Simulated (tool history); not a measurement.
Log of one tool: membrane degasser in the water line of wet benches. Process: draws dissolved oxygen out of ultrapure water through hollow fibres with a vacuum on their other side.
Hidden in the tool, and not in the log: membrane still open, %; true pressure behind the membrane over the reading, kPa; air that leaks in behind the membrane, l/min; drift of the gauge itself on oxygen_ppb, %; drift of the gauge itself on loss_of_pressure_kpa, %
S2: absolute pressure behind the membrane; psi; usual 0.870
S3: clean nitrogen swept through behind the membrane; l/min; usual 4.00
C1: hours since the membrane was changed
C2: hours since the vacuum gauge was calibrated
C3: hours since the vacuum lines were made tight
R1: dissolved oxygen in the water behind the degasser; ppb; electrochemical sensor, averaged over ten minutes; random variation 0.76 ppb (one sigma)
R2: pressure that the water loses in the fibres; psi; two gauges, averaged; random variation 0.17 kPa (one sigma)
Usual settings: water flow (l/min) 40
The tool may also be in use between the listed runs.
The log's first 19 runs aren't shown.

run 20 day=142.292 | water_flow_(l/min)=40 S2=1.067 S3=4.27 | C1=8630 C2=2575 C3=631 | R1=100.6 R2=3.935
run 21 day=147.988 | water_flow_(l/min)=49 S2=1.246 S3=3.54 | C1=8767 C2=2711 C3=767 | R1=189.3 R2=4.796
run 22 day=157.362 | water_flow_(l/min)=49 S2=1.246 S3=3.54 | C1=8992 C2=2936 C3=992 | R1=187.5 R2=4.840
run 23 day=165.800 | water_flow_(l/min)=49 S2=1.352 S3=5.51 | C1=9194 C2=3139 C3=1195 | R1=144.7 R2=4.870
run 24 day=176.050 | water_flow_(l/min)=54 S2=0.698 S3=4.00 | C1=9440 C2=3385 C3=1441 | R1=76.1 R2=5.329
run 25 day=180.967 | water_flow_(l/min)=36 S2=0.870 S3=4.00 | C1=9558 C2=3503 C3=1559 | R1=68.6 R2=3.595
run 26 day=187.296 | water_flow_(l/min)=40 S2=0.906 S3=4.00 | C1=9710 C2=3655 C3=1711 | R1=83.2 R2=3.978
run 27 day=196.442 | water_flow_(l/min)=40 S2=0.906 S3=4.00 | C1=9929 C2=3874 C3=1930 | R1=84.1 R2=3.952
run 28 day=204.512 | water_flow_(l/min)=45 S2=1.195 S3=3.90 | C1=10123 C2=4068 C3=2124 | R1=149.3 R2=4.492
run 29 day=213.842 | water_flow_(l/min)=45 S2=1.195 S3=3.90 | C1=10347 C2=4292 C3=2348 | R1=151.1 R2=4.519
run 30 day=220.192 | water_flow_(l/min)=40 S2=0.870 S3=4.20 | C1=10499 C2=4444 C3=2500 | R1=74.5 R2=3.993
run 31 day=226.875 | water_flow_(l/min)=40 S2=0.870 S3=4.20 | C1=10660 C2=4605 C3=2661 | R1=75.5 R2=3.999

3 ways to go on from here, each from the tool as it stands after run 31. What would each give?
run A day=236.838 | water_flow_(l/min)=31 S2=0.870 S3=4.20 | C1=10899 C2=4844 C3=2900 | R1=? R2=?
run B day=236.838 | water_flow_(l/min)=47 S2=0.870 S3=2.58 | C1=10899 C2=4844 C3=2900 | R1=? R2=?
run C day=236.838 | water_flow_(l/min)=40 S2=1.223 S3=9.77 | C1=10899 C2=4844 C3=2900 | R1=? R2=?

run=A R1=56.2 R2=3.128
run=B R1=138.1 R2=4.756
run=C R1=62.4 R2=3.987
Without the tool's hidden state the same runs would have given:
run=A R1=50.6 R2=2.840
run=B R1=122.3 R2=4.316
run=C R1=56.1 R2=3.616

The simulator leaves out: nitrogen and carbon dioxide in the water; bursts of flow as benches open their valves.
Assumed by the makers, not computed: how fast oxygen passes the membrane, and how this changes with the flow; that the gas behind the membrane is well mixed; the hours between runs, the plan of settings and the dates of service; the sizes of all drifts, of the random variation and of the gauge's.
